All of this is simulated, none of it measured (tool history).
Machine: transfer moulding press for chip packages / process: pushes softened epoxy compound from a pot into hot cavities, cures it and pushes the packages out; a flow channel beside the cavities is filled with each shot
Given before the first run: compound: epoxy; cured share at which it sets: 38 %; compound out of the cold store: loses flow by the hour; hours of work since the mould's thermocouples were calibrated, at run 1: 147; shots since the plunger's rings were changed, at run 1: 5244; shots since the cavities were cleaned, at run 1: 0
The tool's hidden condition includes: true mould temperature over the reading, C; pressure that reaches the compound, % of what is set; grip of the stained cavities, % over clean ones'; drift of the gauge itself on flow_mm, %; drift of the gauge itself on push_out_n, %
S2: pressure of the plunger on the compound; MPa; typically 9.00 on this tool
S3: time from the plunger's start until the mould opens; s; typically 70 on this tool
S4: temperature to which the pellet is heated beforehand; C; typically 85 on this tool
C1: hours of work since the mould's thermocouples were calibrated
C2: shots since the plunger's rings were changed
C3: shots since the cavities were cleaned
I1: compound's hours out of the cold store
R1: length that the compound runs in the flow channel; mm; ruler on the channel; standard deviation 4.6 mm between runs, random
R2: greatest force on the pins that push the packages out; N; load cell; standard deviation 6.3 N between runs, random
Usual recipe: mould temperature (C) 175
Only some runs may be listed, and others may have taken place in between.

Run 1, day 0.000: usual settings; C1 147; C2 5244; C3 0; I1 26.7. Result: R1 711 mm, R2 242 N.
At day 0.400: plunger's sealing rings changed.
Run 2, day 0.579: usual settings; C1 156; C2 91; C3 243; I1 8.3. Result: R1 877 mm, R2 363 N.
Run 3, day 1.008: usual settings; C1 164; C2 310; C3 462; I1 19.9. Result: R1 816 mm, R2 418 N.
At day 1.475: cavities cleaned with cleaning compound and waxed.
Run 4, day 1.479: usual settings but S3 53 s; C1 172; C2 519; C3 1; I1 31.9. Result: R1 773 mm, R2 458 N.
Run 5, day 2.000: usual settings but mould temperature (C) 169; C1 182; C2 786; C3 268; I1 18.2. Result: R1 850 mm, R2 563 N.
Run 6, day 2.488: usual settings but mould temperature (C) 169, S4 87 C; C1 191; C2 1037; C3 519; I1 33.5. Result: R1 782 mm, R2 633 N.
At day 2.846: cavities cleaned with cleaning compound and waxed.
Run 7, day 3.058: usual settings but mould temperature (C) 169, S4 87 C; C1 201; C2 1295; C3 107; I1 12.7. Result: R1 866 mm, R2 529 N.
Run 8, day 3.558: usual settings but mould temperature (C) 169, S4 87 C; C1 210; C2 1552; C3 364; I1 47.3. Result: R1 725 mm, R2 557 N.
Run 9, day 4.117: usual settings but mould temperature (C) 169, S4 87 C; C1 221; C2 1838; C3 650; I1 16.3. Result: R1 836 mm, R2 739 N.
At day 4.217: cavities cleaned with cleaning compound and waxed.
Run 10, day 4.633: usual settings but mould temperature (C) 169, S4 87 C; C1 230; C2 2071; C3 213; I1 29.7. Result: R1 780 mm, R2 523 N.
Run 11, day 4.983: usual settings; C1 236; C2 2249; C3 391; I1 34.9. Result: R1 740 mm, R2 399 N.
At day 5.579: cavities cleaned with cleaning compound and waxed.
Run 12, day 5.675: usual settings; C1 248; C2 2572; C3 50; I1 14.8. Result: R1 804 mm, R2 296 N.
Run 13, day 6.438: usual settings; C1 263; C2 2961; C3 439; I1 20.3. Result: R1 774 mm, R2 429 N.
Run 14, day 6.767: usual settings but mould temperature (C) 170; C1 269; C2 3131; C3 609; I1 23.6. Result: R1 776 mm, R2 620 N.
At day 6.946: cavities cleaned with cleaning compound and waxed.
Run 15, day 7.396: usual settings but S4 91 C; C1 280; C2 3420; C3 231; I1 37.5. Result: R1 703 mm, R2 337 N.
Run 16, day 7.846: usual settings but mould temperature (C) 171, S4 83 C; C1 289; C2 3651; C3 462; I1 39.1. Result: R1 715 mm, R2 534 N.
At day 8.279: cavities cleaned with cleaning compound and waxed.
Run 17, day 8.417: usual settings but mould temperature (C) 181, S4 94 C; C1 298; C2 3910; C3 69; I1 8.7. Result: R1 772 mm, R2 232 N.
Run 18, day 9.204: usual settings but S3 93 s; C1 313; C2 4313; C3 472; I1 9.0. Result: R1 795 mm, R2 330 N.
At day 9.629: cavities cleaned with cleaning compound and waxed.
Run 19, day 10.050: usual settings but mould temperature (C) 171, S3 54 s, S4 91 C; C1 328; C2 4714; C3 214; I1 38.3. Result: R1 704 mm, R2 780 N.
Run 20, day 10.800: usual settings but mould temperature (C) 169; C1 343; C2 5098; C3 598; I1 18.3. Result: R1 778 mm, R2 731 N.
At day 11.017: cavities cleaned with cleaning compound and waxed.
Run 21, day 11.350: usual settings but mould temperature (C) 179, S3 53 s; C1 352; C2 5347; C3 170; I1 24.7. Result: R1 701 mm, R2 471 N.
At day 11.538: plunger's sealing rings changed.
Run 22, day 12.171: usual settings but mould temperature (C) 177, S2 7.78 MPa, S3 95 s, S4 82 C; C1 366; C2 324; C3 538; I1 25.2. Result: R1 741 mm, R2 333 N.
At day 12.488: cavities cleaned with cleaning compound and waxed.
Run 23, day 12.912: usual settings but mould temperature (C) 174, S2 7.43 MPa, S3 80 s, S4 89 C; C1 379; C2 672; C3 218; I1 20.2. Result: R1 745 mm, R2 314 N.
Run 24, day 13.654: usual settings but mould temperature (C) 174, S2 7.43 MPa, S3 78 s, S4 77 C; C1 393; C2 1052; C3 598; I1 31.9. Result: R1 700 mm, R2 406 N.
At day 13.858: cavities cleaned with cleaning compound and waxed.
Run 25, day 14.212: usual settings but mould temperature (C) 174, S2 7.43 MPa, S3 79 s, S4 77 C; C1 402; C2 1305; C3 182; I1 47.5. Result: R1 644 mm, R2 301 N.
Run 26, day 14.546: usual settings but S4 81 C; C1 409; C2 1476; C3 353; I1 31.3. Result: R1 766 mm, R2 395 N.
Run 27, day 15.029: usual settings but mould temperature (C) 171, S2 8.74 MPa, S3 90 s, S4 91 C; C1 418; C2 1723; C3 600; I1 44.6. Result: R1 719 mm, R2 381 N.

Forecast each of these 3 alternatives for the next run:
At day 15.217: cavities cleaned with cleaning compound and waxed.
Run A, day 15.717: usual settings but mould temperature (C) 171, S2 8.74 MPa, S3 56 s, S4 92 C; C1 430; C2 2042; C3 256; I1 17.3. Result: R1 ?, R2 ?.
At day 15.217: cavities cleaned with cleaning compound and waxed.
Run B, day 15.717: usual settings but mould temperature (C) 177, S2 9.55 MPa, S3 90 s, S4 89 C; C1 430; C2 2042; C3 256; I1 15.6. Result: R1 ?, R2 ?.
At day 15.217: cavities cleaned with cleaning compound and waxed.
Run C, day 15.717: usual settings but mould temperature (C) 174, S2 8.07 MPa, S4 89 C; C1 430; C2 2042; C3 256; I1 27.2. Result: R1 ?, R2 ?.

run   R1   R2
  A  813  814
  B  823  292
  C  730  385
The same runs, with their run-to-run variation unchanged, on a tool lacking any hidden condition would have given:
run   R1   R2
  A  846  520
  B  857  194
  C  760  249

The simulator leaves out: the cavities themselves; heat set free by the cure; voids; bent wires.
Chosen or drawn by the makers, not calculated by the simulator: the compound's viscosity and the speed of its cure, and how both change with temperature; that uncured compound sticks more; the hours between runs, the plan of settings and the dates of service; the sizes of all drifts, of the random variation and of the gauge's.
